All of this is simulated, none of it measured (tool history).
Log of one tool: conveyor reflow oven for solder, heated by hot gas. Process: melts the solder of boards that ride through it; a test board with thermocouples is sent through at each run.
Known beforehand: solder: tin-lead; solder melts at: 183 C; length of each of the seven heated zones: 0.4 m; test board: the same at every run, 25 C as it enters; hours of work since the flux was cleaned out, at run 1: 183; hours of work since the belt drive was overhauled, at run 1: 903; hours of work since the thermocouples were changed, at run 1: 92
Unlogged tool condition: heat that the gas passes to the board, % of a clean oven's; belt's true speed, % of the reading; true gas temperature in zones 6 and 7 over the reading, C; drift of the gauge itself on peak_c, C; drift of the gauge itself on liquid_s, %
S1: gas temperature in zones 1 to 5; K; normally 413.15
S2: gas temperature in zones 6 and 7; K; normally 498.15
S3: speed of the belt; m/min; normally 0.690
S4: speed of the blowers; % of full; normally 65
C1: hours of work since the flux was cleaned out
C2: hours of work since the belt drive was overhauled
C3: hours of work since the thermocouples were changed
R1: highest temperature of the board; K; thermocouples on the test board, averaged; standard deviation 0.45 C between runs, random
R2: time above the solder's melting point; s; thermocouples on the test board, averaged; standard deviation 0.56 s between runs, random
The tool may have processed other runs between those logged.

{"run": 1, "hour": 0.0, "S1": 413.15, "S2": 498.15, "S3": 0.69, "S4": 65, "C1": 183, "C2": 903, "C3": 92, "R1": 478.05, "R2": 41.9}
{"run": 2, "hour": 30.5, "S1": 414.15, "S2": 498.15, "S3": 0.69, "S4": 65, "C1": 204, "C2": 924, "C3": 113, "R1": 477.95, "R2": 41.4}
{"hour": 69.5, "done": "flux residue cleaned out of gas plates and filters"}
{"run": 3, "hour": 69.5, "S1": 414.15, "S2": 498.15, "S3": 0.69, "S4": 65, "C1": 0, "C2": 948, "C3": 137, "R1": 479.95, "R2": 45.1}
{"run": 4, "hour": 94.8, "S1": 414.15, "S2": 498.15, "S3": 0.69, "S4": 65, "C1": 17, "C2": 965, "C3": 154, "R1": 479.55, "R2": 43.5}
{"run": 5, "hour": 113.3, "S1": 414.15, "S2": 498.15, "S3": 0.69, "S4": 65, "C1": 30, "C2": 978, "C3": 167, "R1": 479.25, "R2": 43.9}
{"run": 6, "hour": 135.6, "S1": 414.15, "S2": 498.15, "S3": 0.69, "S4": 65, "C1": 46, "C2": 994, "C3": 182, "R1": 479.55, "R2": 43.7}
{"run": 7, "hour": 173.3, "S1": 413.15, "S2": 492.15, "S3": 0.69, "S4": 65, "C1": 72, "C2": 1020, "C3": 208, "R1": 473.95, "R2": 38.0}
{"run": 8, "hour": 209.9, "S1": 413.15, "S2": 491.15, "S3": 0.69, "S4": 65, "C1": 97, "C2": 1045, "C3": 234, "R1": 472.85, "R2": 36.4}
{"run": 9, "hour": 237.1, "S1": 413.15, "S2": 498.15, "S3": 0.69, "S4": 65, "C1": 116, "C2": 1064, "C3": 252, "R1": 478.35, "R2": 41.7}
{"run": 10, "hour": 254.7, "S1": 413.15, "S2": 506.15, "S3": 0.69, "S4": 65, "C1": 128, "C2": 1076, "C3": 265, "R1": 484.25, "R2": 48.3}
{"run": 11, "hour": 279.5, "S1": 413.15, "S2": 506.15, "S3": 0.69, "S4": 65, "C1": 145, "C2": 1093, "C3": 282, "R1": 483.85, "R2": 48.3}
{"run": 12, "hour": 311.0, "S1": 413.15, "S2": 506.15, "S3": 0.69, "S4": 65, "C1": 167, "C2": 1115, "C3": 303, "R1": 484.25, "R2": 48.5}
{"run": 13, "hour": 338.1, "S1": 413.15, "S2": 506.15, "S3": 0.69, "S4": 65, "C1": 185, "C2": 1133, "C3": 322, "R1": 483.95, "R2": 47.8}
{"run": 14, "hour": 371.1, "S1": 413.15, "S2": 506.15, "S3": 0.69, "S4": 65, "C1": 208, "C2": 1156, "C3": 345, "R1": 482.75, "R2": 47.0}
{"hour": 405.4, "done": "flux residue cleaned out of gas plates and filters"}
{"run": 15, "hour": 416.3, "S1": 413.15, "S2": 506.15, "S3": 0.69, "S4": 65, "C1": 8, "C2": 1184, "C3": 373, "R1": 485.45, "R2": 49.9}
{"run": 16, "hour": 435.7, "S1": 413.15, "S2": 498.15, "S3": 0.8, "S4": 57, "C1": 21, "C2": 1197, "C3": 386, "R1": 471.25, "R2": 27.6}
{"run": 17, "hour": 469.8, "S1": 424.15, "S2": 490.15, "S3": 0.806, "S4": 57, "C1": 44, "C2": 1221, "C3": 410, "R1": 467.45, "R2": 25.7}
{"run": 18, "hour": 487.4, "S1": 423.15, "S2": 493.15, "S3": 0.653, "S4": 77, "C1": 57, "C2": 1233, "C3": 422, "R1": 479.95, "R2": 53.5}
{"run": 19, "hour": 527.3, "S1": 423.15, "S2": 509.15, "S3": 0.581, "S4": 75, "C1": 84, "C2": 1260, "C3": 449, "R1": 497.35, "R2": 72.0}
{"run": 20, "hour": 564.9, "S1": 423.15, "S2": 509.15, "S3": 0.581, "S4": 75, "C1": 110, "C2": 1286, "C3": 475, "R1": 495.95, "R2": 74.2}
{"run": 21, "hour": 591.5, "S1": 423.15, "S2": 509.15, "S3": 0.581, "S4": 76, "C1": 128, "C2": 1305, "C3": 494, "R1": 496.35, "R2": 73.8}
{"run": 22, "hour": 618.7, "S1": 407.15, "S2": 509.15, "S3": 0.581, "S4": 56, "C1": 147, "C2": 1323, "C3": 512, "R1": 486.85, "R2": 59.5}
{"run": 23, "hour": 640.9, "S1": 414.15, "S2": 513.15, "S3": 0.81, "S4": 64, "C1": 163, "C2": 1339, "C3": 528, "R1": 483.05, "R2": 38.8}
{"run": 24, "hour": 672.6, "S1": 414.15, "S2": 513.15, "S3": 0.81, "S4": 64, "C1": 184, "C2": 1361, "C3": 549, "R1": 483.05, "R2": 39.7}
{"hour": 697.6, "done": "belt drive overhauled, speed set with a stopwatch"}
{"run": 25, "hour": 703.4, "S1": 413.15, "S2": 498.15, "S3": 0.601, "S4": 83, "C1": 203, "C2": 4, "C3": 568, "R1": 483.15, "R2": 56.1}
{"hour": 744.0, "done": "flux residue cleaned out of gas plates and filters"}
{"run": 26, "hour": 748.2, "S1": 413.15, "S2": 498.15, "S3": 0.601, "S4": 83, "C1": 3, "C2": 31, "C3": 596, "R1": 485.15, "R2": 58.1}
{"run": 27, "hour": 781.9, "S1": 413.15, "S2": 498.15, "S3": 0.601, "S4": 83, "C1": 26, "C2": 55, "C3": 619, "R1": 484.75, "R2": 57.1}
{"run": 28, "hour": 805.1, "S1": 413.15, "S2": 498.15, "S3": 0.601, "S4": 74, "C1": 42, "C2": 71, "C3": 635, "R1": 482.85, "R2": 55.5}
{"run": 29, "hour": 836.6, "S1": 413.15, "S2": 498.15, "S3": 0.601, "S4": 74, "C1": 64, "C2": 92, "C3": 656, "R1": 483.35, "R2": 54.9}
{"run": 30, "hour": 859.9, "S1": 413.15, "S2": 498.15, "S3": 0.601, "S4": 74, "C1": 80, "C2": 109, "C3": 673, "R1": 483.45, "R2": 55.0}

Forecast each of these 3 alternatives for the next run:
{"run": "A", "hour": 890.7, "S1": 413.15, "S2": 492.15, "S3": 0.601, "S4": 74, "C1": 101, "C2": 130, "C3": 694, "R1": "?", "R2": "?"}
{"run": "B", "hour": 890.7, "S1": 409.15, "S2": 498.15, "S3": 0.601, "S4": 74, "C1": 101, "C2": 130, "C3": 694, "R1": "?", "R2": "?"}
{"run": "C", "hour": 890.7, "S1": 413.15, "S2": 498.15, "S3": 0.586, "S4": 74, "C1": 101, "C2": 130, "C3": 694, "R1": "?", "R2": "?"}

run=A R1=478.05 R2=50.0
run=B R1=481.25 R2=52.2
run=C R1=482.95 R2=56.8
Stripped of hidden state, with their random variation kept, the same runs would have yielded:
run=A R1=481.85 R2=54.3
run=B R1=485.05 R2=55.9
run=C R1=486.75 R2=60.3
